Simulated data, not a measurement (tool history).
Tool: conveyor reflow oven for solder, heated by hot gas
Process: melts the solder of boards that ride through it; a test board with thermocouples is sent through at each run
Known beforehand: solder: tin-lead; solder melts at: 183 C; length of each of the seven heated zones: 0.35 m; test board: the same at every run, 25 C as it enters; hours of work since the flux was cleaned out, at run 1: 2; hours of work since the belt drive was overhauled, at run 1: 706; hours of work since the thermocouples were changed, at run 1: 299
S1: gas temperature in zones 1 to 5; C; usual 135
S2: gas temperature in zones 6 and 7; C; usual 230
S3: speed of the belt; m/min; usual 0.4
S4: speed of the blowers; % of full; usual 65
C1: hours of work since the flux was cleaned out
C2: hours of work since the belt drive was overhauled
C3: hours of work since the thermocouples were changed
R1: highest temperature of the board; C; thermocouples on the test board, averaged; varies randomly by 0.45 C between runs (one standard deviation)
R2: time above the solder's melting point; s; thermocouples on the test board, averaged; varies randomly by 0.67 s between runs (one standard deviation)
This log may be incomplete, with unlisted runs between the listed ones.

{"run": 1, "hour": 0.0, "S1": 135, "S2": 230, "S3": 0.4, "S4": 65, "C1": 2, "C2": 706, "C3": 299, "R1": 214.4, "R2": 74}
{"run": 2, "hour": 30.5, "S1": 135, "S2": 230, "S3": 0.4, "S4": 65, "C1": 17, "C2": 721, "C3": 314, "R1": 213.7, "R2": 73.5}
{"run": 3, "hour": 44.6, "S1": 135, "S2": 230, "S3": 0.4, "S4": 65, "C1": 23, "C2": 728, "C3": 320, "R1": 213.5, "R2": 73.6}
{"hour": 79.6, "done": "belt drive overhauled, speed set with a stopwatch"}
{"run": 4, "hour": 79.6, "S1": 141, "S2": 230, "S3": 0.4, "S4": 65, "C1": 38, "C2": 0, "C3": 335, "R1": 215.5, "R2": 77.9}
{"run": 5, "hour": 97.6, "S1": 141, "S2": 230, "S3": 0.4, "S4": 65, "C1": 47, "C2": 9, "C3": 343, "R1": 214.6, "R2": 78.7}
{"run": 6, "hour": 114.1, "S1": 141, "S2": 230, "S3": 0.4, "S4": 65, "C1": 54, "C2": 16, "C3": 351, "R1": 215.4, "R2": 77.8}
{"run": 7, "hour": 136.4, "S1": 141, "S2": 230, "S3": 0.4, "S4": 65, "C1": 65, "C2": 27, "C3": 362, "R1": 214.6, "R2": 78.3}
{"run": 8, "hour": 151.5, "S1": 141, "S2": 230, "S3": 0.4, "S4": 87, "C1": 72, "C2": 34, "C3": 369, "R1": 220.1, "R2": 84}
{"run": 9, "hour": 166.1, "S1": 136, "S2": 231, "S3": 0.353, "S4": 56, "C1": 79, "C2": 41, "C3": 376, "R1": 216.8, "R2": 88.2}
{"run": 10, "hour": 181.8, "S1": 135, "S2": 230, "S3": 0.411, "S4": 65, "C1": 87, "C2": 48, "C3": 383, "R1": 213.6, "R2": 71.1}
{"run": 11, "hour": 208.7, "S1": 135, "S2": 230, "S3": 0.411, "S4": 65, "C1": 99, "C2": 61, "C3": 396, "R1": 214.4, "R2": 69.8}
{"run": 12, "hour": 229.8, "S1": 135, "S2": 230, "S3": 0.411, "S4": 65, "C1": 109, "C2": 71, "C3": 406, "R1": 213, "R2": 71.1}
{"run": 13, "hour": 246.6, "S1": 135, "S2": 230, "S3": 0.411, "S4": 65, "C1": 117, "C2": 79, "C3": 414, "R1": 213.7, "R2": 70.6}
{"run": 14, "hour": 260.8, "S1": 140, "S2": 234, "S3": 0.389, "S4": 57, "C1": 124, "C2": 86, "C3": 421, "R1": 217.3, "R2": 82}
{"run": 15, "hour": 291.4, "S1": 138, "S2": 241, "S3": 0.389, "S4": 80, "C1": 139, "C2": 100, "C3": 435, "R1": 229.2, "R2": 92.4}

3 options for the next run, each taken on its own from the tool as it stands now. Forecast them:
{"run": "A", "hour": 315.8, "S1": 135, "S2": 230, "S3": 0.346, "S4": 55, "C1": 150, "C2": 112, "C3": 447, "R1": "?", "R2": "?"}
{"run": "B", "hour": 315.8, "S1": 127, "S2": 230, "S3": 0.4, "S4": 84, "C1": 150, "C2": 112, "C3": 447, "R1": "?", "R2": "?"}
{"run": "C", "hour": 315.8, "S1": 135, "S2": 230, "S3": 0.473, "S4": 65, "C1": 150, "C2": 112, "C3": 447, "R1": "?", "R2": "?"}

run=A R1=215.8 R2=91.3
run=B R1=215.8 R2=76
run=C R1=208.1 R2=54.8
Without the tool's unlogged condition, the same runs would have read:
run=A R1=216 R2=91.5
run=B R1=216 R2=76.3
run=C R1=208.3 R2=55

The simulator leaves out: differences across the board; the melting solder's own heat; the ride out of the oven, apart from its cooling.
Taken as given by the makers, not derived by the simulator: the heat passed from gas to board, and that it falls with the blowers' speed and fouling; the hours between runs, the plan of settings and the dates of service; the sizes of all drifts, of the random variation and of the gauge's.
